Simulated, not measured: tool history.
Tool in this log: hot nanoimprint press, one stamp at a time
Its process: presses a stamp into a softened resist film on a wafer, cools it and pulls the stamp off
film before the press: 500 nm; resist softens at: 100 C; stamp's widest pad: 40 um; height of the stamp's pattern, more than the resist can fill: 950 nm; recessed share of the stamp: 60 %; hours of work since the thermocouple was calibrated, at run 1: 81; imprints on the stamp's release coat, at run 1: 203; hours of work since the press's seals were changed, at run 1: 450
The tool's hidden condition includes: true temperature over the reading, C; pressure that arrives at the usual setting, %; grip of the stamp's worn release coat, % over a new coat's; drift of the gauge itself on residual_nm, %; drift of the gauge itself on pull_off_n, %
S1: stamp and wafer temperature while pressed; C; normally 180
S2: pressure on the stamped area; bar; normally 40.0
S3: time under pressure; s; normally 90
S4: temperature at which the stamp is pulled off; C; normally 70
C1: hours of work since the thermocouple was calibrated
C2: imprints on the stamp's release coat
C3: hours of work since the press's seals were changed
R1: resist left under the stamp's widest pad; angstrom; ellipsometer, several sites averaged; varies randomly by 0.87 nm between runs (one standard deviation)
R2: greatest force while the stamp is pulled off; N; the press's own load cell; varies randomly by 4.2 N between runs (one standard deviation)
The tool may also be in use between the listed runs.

| run | hour | S1 | S2 | S3 | S4 | C1 | C2 | C3 | R1 | R2 |
|---|---|---|---|---|---|---|---|---|---|---|
| 1 | 0.0 | 180 | 40.0 | 90 | 70 | 81 | 203 | 450 | 2473 | 204 |
| 2 | 30.1 | 180 | 40.0 | 90 | 76 | 99 | 284 | 467 | 2492 | 167 |
| 3 | 57.8 | 180 | 40.0 | 90 | 76 | 115 | 358 | 483 | 2480 | 177 |
| 4 | 77.8 | 180 | 40.0 | 90 | 76 | 126 | 412 | 494 | 2487 | 174 |
| 5 | 96.4 | 180 | 40.0 | 90 | 76 | 137 | 462 | 505 | 2480 | 174 |
| 6 | 121.0 | 180 | 40.0 | 90 | 62 | 151 | 528 | 519 | 2497 | 240 |
| 7 | 148.0 | 180 | 40.0 | 90 | 70 | 166 | 601 | 535 | 2496 | 207 |
| 8 | 166.4 | 186 | 40.0 | 90 | 70 | 177 | 650 | 545 | 1934 | 204 |
| 9 | 194.2 | 184 | 40.0 | 90 | 70 | 193 | 725 | 561 | 2103 | 203 |
| 10 | 217.1 | 180 | 40.0 | 90 | 70 | 206 | 786 | 574 | 2502 | 211 |
|  | 233.3 | press's hydraulic seals changed and the load cell set to zero |
| 11 | 252.3 | 180 | 40.0 | 90 | 70 | 222 | 859 | 11 | 2517 | 202 |
| 12 | 270.2 | 180 | 40.0 | 76 | 70 | 232 | 908 | 21 | 2682 | 203 |
| 13 | 295.5 | 180 | 40.0 | 61 | 70 | 247 | 976 | 36 | 2900 | 199 |
| 14 | 325.4 | 180 | 40.0 | 90 | 70 | 264 | 1056 | 53 | 2510 | 209 |
| 15 | 343.5 | 180 | 40.0 | 90 | 70 | 274 | 1105 | 63 | 2508 | 205 |
| 16 | 376.6 | 170 | 40.0 | 177 | 70 | 293 | 1193 | 82 | 3007 | 213 |
|  | 394.8 | plate thermocouple calibrated |
| 17 | 394.8 | 174 | 39.5 | 66 | 70 | 0 | 1234 | 91 | 3497 | 205 |
| 18 | 420.4 | 170 | 57.3 | 57 | 68 | 15 | 1303 | 106 | 3740 | 213 |
| 19 | 441.0 | 177 | 40.0 | 90 | 62 | 27 | 1358 | 118 | 2865 | 243 |
| 20 | 473.3 | 177 | 40.0 | 90 | 62 | 45 | 1445 | 136 | 2888 | 238 |
| 21 | 505.6 | 186 | 24.3 | 116 | 72 | 64 | 1532 | 155 | 2183 | 196 |
| 22 | 529.0 | 180 | 36.2 | 91 | 70 | 77 | 1595 | 168 | 2606 | 204 |
|  | 552.0 | gauge calibrated |
| 23 | 562.7 | 178 | 36.2 | 79 | 64 | 97 | 1686 | 188 | 2919 | 234 |
| 24 | 580.9 | 184 | 37.8 | 67 | 59 | 107 | 1735 | 198 | 2406 | 256 |
| 25 | 605.7 | 169 | 40.0 | 90 | 71 | 121 | 1801 | 213 | 3716 | 205 |
| 26 | 641.9 | 169 | 40.0 | 90 | 71 | 142 | 1898 | 233 | 3699 | 205 |
| 27 | 678.0 | 180 | 40.0 | 90 | 75 | 163 | 1996 | 254 | 2496 | 183 |
| 28 | 693.8 | 180 | 34.2 | 90 | 72 | 172 | 2038 | 263 | 2639 | 197 |
| 29 | 723.4 | 180 | 34.2 | 90 | 72 | 189 | 2117 | 280 | 2654 | 199 |
| 30 | 747.0 | 180 | 34.2 | 90 | 72 | 203 | 2181 | 294 | 2655 | 192 |

Per-run results on a tool with no hidden state, each run keeping its own random variation:
| run | R1 |
|---|---|
| 1 | 2473 |
| 2 | 2488 |
| 3 | 2473 |
| 4 | 2478 |
| 5 | 2468 |
| 6 | 2482 |
| 7 | 2478 |
| 8 | 1918 |
| 9 | 2084 |
| 10 | 2476 |
| 11 | 2487 |
| 12 | 2648 |
| 13 | 2859 |
| 14 | 2472 |
| 15 | 2467 |
| 16 | 2953 |
| 17 | 3430 |
| 18 | 3664 |
| 19 | 2804 |
| 20 | 2822 |
| 21 | 2130 |
| 22 | 2540 |
| 23 | 2918 |
| 24 | 2403 |
| 25 | 3707 |
| 26 | 3683 |
| 27 | 2481 |
| 28 | 2621 |
| 29 | 2632 |
| 30 | 2630 |
R2 without the hidden state stays within 2 N of what was measured, in all runs.
